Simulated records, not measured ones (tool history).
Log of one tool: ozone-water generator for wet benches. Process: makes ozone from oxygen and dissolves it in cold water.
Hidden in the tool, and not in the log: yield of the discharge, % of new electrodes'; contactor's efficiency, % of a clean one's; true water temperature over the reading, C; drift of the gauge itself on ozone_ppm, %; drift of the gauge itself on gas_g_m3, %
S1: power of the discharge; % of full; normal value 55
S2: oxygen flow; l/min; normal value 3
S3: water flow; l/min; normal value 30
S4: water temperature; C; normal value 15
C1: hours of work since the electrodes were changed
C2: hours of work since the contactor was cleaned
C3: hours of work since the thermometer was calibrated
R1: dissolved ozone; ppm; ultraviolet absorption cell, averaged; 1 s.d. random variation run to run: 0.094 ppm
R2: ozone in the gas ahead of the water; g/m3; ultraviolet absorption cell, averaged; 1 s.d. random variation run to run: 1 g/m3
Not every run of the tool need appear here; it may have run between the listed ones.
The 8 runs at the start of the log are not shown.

{"run": 9, "day": 56.967, "S1": 62, "S2": 4.73, "S3": 30, "S4": 15, "C1": 5389, "C2": 6424, "C3": 1598, "R1": 12.28, "R2": 143.6}
{"run": 10, "day": 63.829, "S1": 62, "S2": 4.73, "S3": 30, "S4": 15, "C1": 5532, "C2": 6566, "C3": 1740, "R1": 12.53, "R2": 144.3}
{"run": 11, "day": 70.362, "S1": 55, "S2": 3, "S3": 30, "S4": 15, "C1": 5667, "C2": 6702, "C3": 1875, "R1": 10.76, "R2": 173.9}
{"run": 12, "day": 76.046, "S1": 55, "S2": 3, "S3": 30, "S4": 12, "C1": 5785, "C2": 6819, "C3": 1993, "R1": 11.04, "R2": 170}
{"run": 13, "day": 81.15, "S1": 55, "S2": 3, "S3": 30, "S4": 12, "C1": 5890, "C2": 6925, "C3": 2099, "R1": 10.78, "R2": 172.6}
{"run": 14, "day": 89.625, "S1": 55, "S2": 3, "S3": 30, "S4": 15, "C1": 6066, "C2": 7101, "C3": 2274, "R1": 10.49, "R2": 172}
{"day": 95.712, "done": "contactor cleaned"}
{"run": 15, "day": 97.446, "S1": 55, "S2": 4.67, "S3": 30, "S4": 15, "C1": 6224, "C2": 36, "C3": 2433, "R1": 11.18, "R2": 130.3}
{"run": 16, "day": 102.679, "S1": 55, "S2": 4.67, "S3": 30, "S4": 15, "C1": 6333, "C2": 144, "C3": 2541, "R1": 11.22, "R2": 127.8}
{"run": 17, "day": 111.617, "S1": 58, "S2": 2.04, "S3": 42, "S4": 14, "C1": 6518, "C2": 329, "C3": 2726, "R1": 7.47, "R2": 229.4}
{"run": 18, "day": 117.088, "S1": 58, "S2": 2.04, "S3": 42, "S4": 14, "C1": 6631, "C2": 443, "C3": 2840, "R1": 7.41, "R2": 229.7}
{"run": 19, "day": 121.575, "S1": 58, "S2": 2.04, "S3": 42, "S4": 14, "C1": 6724, "C2": 536, "C3": 2933, "R1": 7.43, "R2": 227.5}
{"run": 20, "day": 128.817, "S1": 47, "S2": 3.48, "S3": 41, "S4": 15, "C1": 6874, "C2": 686, "C3": 3083, "R1": 7.11, "R2": 135.1}
{"run": 21, "day": 133.708, "S1": 47, "S2": 3.48, "S3": 41, "S4": 15, "C1": 6976, "C2": 787, "C3": 3184, "R1": 7.01, "R2": 135.8}
{"run": 22, "day": 137.742, "S1": 47, "S2": 3.48, "S3": 41, "S4": 15, "C1": 7059, "C2": 871, "C3": 3268, "R1": 6.98, "R2": 134.3}
{"run": 23, "day": 145.912, "S1": 47, "S2": 3.48, "S3": 41, "S4": 15, "C1": 7228, "C2": 1040, "C3": 3437, "R1": 6.79, "R2": 134.6}
{"run": 24, "day": 152.042, "S1": 59, "S2": 5.35, "S3": 41, "S4": 15, "C1": 7355, "C2": 1167, "C3": 3564, "R1": 8.86, "R2": 123.6}
{"day": 160.45, "done": "water thermometer calibrated"}
{"run": 25, "day": 161.371, "S1": 42, "S2": 3.91, "S3": 30, "S4": 15, "C1": 7548, "C2": 1360, "C3": 19, "R1": 8.77, "R2": 115.3}
{"run": 26, "day": 170.033, "S1": 42, "S2": 3.91, "S3": 30, "S4": 15, "C1": 7728, "C2": 1539, "C3": 198, "R1": 8.62, "R2": 113.9}
{"run": 27, "day": 175.567, "S1": 71, "S2": 5.03, "S3": 30, "S4": 15, "C1": 7842, "C2": 1654, "C3": 313, "R1": 13.64, "R2": 149.4}
{"run": 28, "day": 181.125, "S1": 71, "S2": 5.03, "S3": 30, "S4": 15, "C1": 7957, "C2": 1769, "C3": 428, "R1": 13.72, "R2": 147.6}
{"run": 29, "day": 188.654, "S1": 49, "S2": 2.5, "S3": 31, "S4": 12, "C1": 8113, "C2": 1925, "C3": 584, "R1": 9.13, "R2": 172.2}
{"run": 30, "day": 192.408, "S1": 92, "S2": 2.5, "S3": 31, "S4": 12, "C1": 8191, "C2": 2003, "C3": 662, "R1": 15.42, "R2": 288.2}
{"run": 31, "day": 198.012, "S1": 60, "S2": 4.27, "S3": 43, "S4": 16, "C1": 8307, "C2": 2119, "C3": 778, "R1": 8.23, "R2": 144.5}
{"run": 32, "day": 206.292, "S1": 55, "S2": 3.02, "S3": 30, "S4": 15, "C1": 8479, "C2": 2290, "C3": 950, "R1": 10.53, "R2": 166.7}

Forecast each of these 5 alternatives for the next run:
{"run": "A", "day": 210.283, "S1": 51, "S2": 3, "S3": 30, "S4": 15, "C1": 8561, "C2": 2373, "C3": 1032, "R1": "?", "R2": "?"}
{"run": "B", "day": 210.283, "S1": 55, "S2": 2.08, "S3": 30, "S4": 15, "C1": 8561, "C2": 2373, "C3": 1032, "R1": "?", "R2": "?"}
{"run": "C", "day": 210.283, "S1": 50, "S2": 3, "S3": 30, "S4": 17, "C1": 8561, "C2": 2373, "C3": 1032, "R1": "?", "R2": "?"}
{"run": "D", "day": 210.283, "S1": 74, "S2": 3.02, "S3": 42, "S4": 9, "C1": 8561, "C2": 2373, "C3": 1032, "R1": "?", "R2": "?"}
{"run": "E", "day": 210.283, "S1": 96, "S2": 3.02, "S3": 30, "S4": 15, "C1": 8561, "C2": 2373, "C3": 1032, "R1": "?", "R2": "?"}

run=A R1=9.84 R2=156.2
run=B R1=9.68 R2=212
run=C R1=9.51 R2=156.3
run=D R1=9.73 R2=212.3
run=E R1=16.48 R2=264
Without the tool's hidden state the same runs would have given:
run=A R1=10.84 R2=170.7
run=B R1=10.76 R2=233.7
run=C R1=10.47 R2=170.4
run=D R1=11.21 R2=241.7
run=E R1=19.47 R2=309.2
